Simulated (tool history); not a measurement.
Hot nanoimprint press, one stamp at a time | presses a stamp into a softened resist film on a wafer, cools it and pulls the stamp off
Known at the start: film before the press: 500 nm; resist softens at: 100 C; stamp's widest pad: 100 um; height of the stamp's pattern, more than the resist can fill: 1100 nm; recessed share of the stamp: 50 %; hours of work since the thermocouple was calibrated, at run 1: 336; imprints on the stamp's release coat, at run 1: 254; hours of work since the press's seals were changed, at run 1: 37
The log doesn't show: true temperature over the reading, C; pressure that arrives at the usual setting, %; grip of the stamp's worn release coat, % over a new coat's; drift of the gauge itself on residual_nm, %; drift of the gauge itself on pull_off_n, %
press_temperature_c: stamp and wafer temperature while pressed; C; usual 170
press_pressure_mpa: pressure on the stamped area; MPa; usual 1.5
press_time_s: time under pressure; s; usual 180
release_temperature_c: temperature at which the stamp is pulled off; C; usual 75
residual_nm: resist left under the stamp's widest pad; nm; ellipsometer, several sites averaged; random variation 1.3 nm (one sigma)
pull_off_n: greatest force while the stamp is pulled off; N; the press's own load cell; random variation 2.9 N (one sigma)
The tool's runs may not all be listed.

run   hour  press_temperature_c  press_pressure_mpa  press_time_s  release_temperature_c  hours of work since the thermocouple was calibrated  imprints on the stamp's release coat  hours of work since the press's seals were changed  residual_nm  pull_off_n
  1      0                  170                 1.5           180                     75                                                  336                                   254                                                  37        296.5         134
  2   48.7                  170                 1.5           180                     75                                                  375                                   522                                                  75        296.2         138
  3    102                  170                1.42           180                     75                                                  417                                   815                                                 118        303.7         137
  4  139.5                  170                1.42           180                     75                                                  447                                  1021                                                 148        304.9         136
  5  190.2                  170                1.99           180                     75                                                  487                                  1300                                                 188        256.7         136
     231.9  -- plate thermocouple calibrated
  6  248.8                  170                 1.5           180                     75                                                   13                                  1606                                                 232        296.2         144
     272.2  -- stamp cleaned and given a new release coat
  7  301.7                  170                 1.5           180                     74                                                   51                                   162                                                 269        294.4         135
  8    336                  173                 1.5           180                     74                                                   78                                   351                                                 297        271.5         137
  9  390.8                  173                 1.5           180                     74                                                  121                                   653                                                 340          270         142
 10  427.8                  166                 1.5           200                     75                                                  151                                   856                                                 369        319.3         137
 11    486                  170                1.03           193                     75                                                  197                                  1177                                                 416        341.3         139
 12  544.1                  170                2.15           336                     75                                                  243                                  1496                                                 462        198.8         137
     586.6  -- stamp cleaned and given a new release coat
 13  593.4                  170                2.15           336                     75                                                  278                                    37                                                 496        201.2         138
 14  632.7                  170                2.15           336                     75                                                  309                                   254                                                 527        200.6         137
 15  681.7                  170                2.15           336                     75                                                  348                                   523                                                 566        199.2         135

Forecast each of these 4 alternatives for the next run:
  A  728.5                  161                1.98           281                     75                                                  385                                   781                                                 604            ?           ?
  B  728.5                  170                 1.5           209                     75                                                  385                                   781                                                 604            ?           ?
  C  728.5                  169                 1.5           180                     72                                                  385                                   781                                                 604            ?           ?
  D  728.5                  182                1.03           180                     75                                                  385                                   781                                                 604            ?           ?

run  residual_nm  pull_off_n
  A        298.2         141
  B          280         138
  C        298.7         145
  D        255.5         136
Without the tool's hidden state the same runs would have given:
run  residual_nm  pull_off_n
  A        301.7         140
  B        283.4         137
  C        302.3         143
  D        258.6         135
